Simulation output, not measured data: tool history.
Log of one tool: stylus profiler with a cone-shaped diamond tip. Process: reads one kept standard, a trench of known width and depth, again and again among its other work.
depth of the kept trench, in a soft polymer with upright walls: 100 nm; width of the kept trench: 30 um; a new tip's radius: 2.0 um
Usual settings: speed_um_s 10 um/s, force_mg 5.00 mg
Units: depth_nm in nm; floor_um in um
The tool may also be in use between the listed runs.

run	hour	speed_um_s	force_mg	depth_nm	floor_um
1	0.0	10	5.00	102.06	28.49
2	26.6	10	8.38	102.92	28.45
3	43.2	10	8.38	102.88	28.48
4	55.7	10	8.38	102.89	28.44
5	75.5	10	8.38	102.93	28.43
6	93.6	10	8.38	102.95	28.46
7	109.0	10	1.92	101.20	28.48
8	129.4	10	1.92	101.20	28.40
9	155.2	10	1.92	101.20	28.39
10	170.7	10	1.92	101.24	28.43
11	193.9	10	5.00	102.16	28.39
12	211.5	15	5.00	102.11	28.43
13	226.5	15	5.00	102.12	28.42
14	252.0	15	5.00	102.13	28.43
15	276.4	15	5.00	102.11	28.42
16	302.2	3	5.00	102.18	28.47
17	316.4	4	5.00	102.13	28.41
18	345.1	4	5.00	102.15	28.43
19	368.0	4	5.00	102.17	28.40
20	382.4	4	5.00	102.22	28.39
21	397.4	10	5.00	102.19	28.38
22	411.5	10	5.00	102.18	28.37
23	435.6	10	5.00	102.23	28.38
24	447.8	10	5.00	102.14	28.34
25	470.5	10	5.00	102.17	28.31
26	495.2	3	4.49	102.02	28.36
27	507.5	16	6.40	102.55	28.30
28	521.0	16	4.85	102.24	28.30
29	533.0	13	4.19	101.97	28.35
30	546.8	3	5.00	102.20	28.30
31	570.1	3	5.00	102.18	28.36
32	595.5	3	5.00	102.18	28.32
33	608.2	3	5.00	102.19	28.35
34	631.7	3	5.00	102.20	28.34
35	654.1	15	3.83	101.83	28.33
36	667.0	36	5.97	102.45	28.29
37	691.2	2	4.20	101.97	28.34
38	708.1	2	4.20	102.00	28.33
39	727.2	9	9.47	103.22	28.25
40	751.7	9	9.47	103.24	28.31
41	771.3	17	9.47	103.27	28.35

The same runs without the tool's hidden state, with the same run-to-run variation:
The hidden state here: radius of the tip, um; height scale over the true one, %; drift of the gauge itself on depth_nm, %; drift of the gauge itself on floor_um, %.
run	depth_nm	floor_um
1	101.87	28.74
2	102.73	28.71
3	102.68	28.75
4	102.69	28.70
5	102.73	28.70
6	102.75	28.73
7	101.00	28.76
8	100.99	28.69
9	100.99	28.68
10	101.03	28.72
11	101.94	28.69
12	101.89	28.73
13	101.90	28.72
14	101.90	28.74
15	101.88	28.74
16	101.94	28.79
17	101.89	28.74
18	101.91	28.76
19	101.93	28.74
20	101.97	28.73
21	101.94	28.73
22	101.93	28.71
23	101.97	28.73
24	101.88	28.70
25	101.91	28.67
26	101.75	28.72
27	102.28	28.66
28	101.97	28.67
29	101.70	28.72
30	101.92	28.68
31	101.89	28.74
32	101.90	28.71
33	101.90	28.74
34	101.91	28.74
35	101.54	28.73
36	102.15	28.69
37	101.67	28.75
38	101.70	28.74
39	102.91	28.67
40	102.93	28.73
41	102.95	28.77
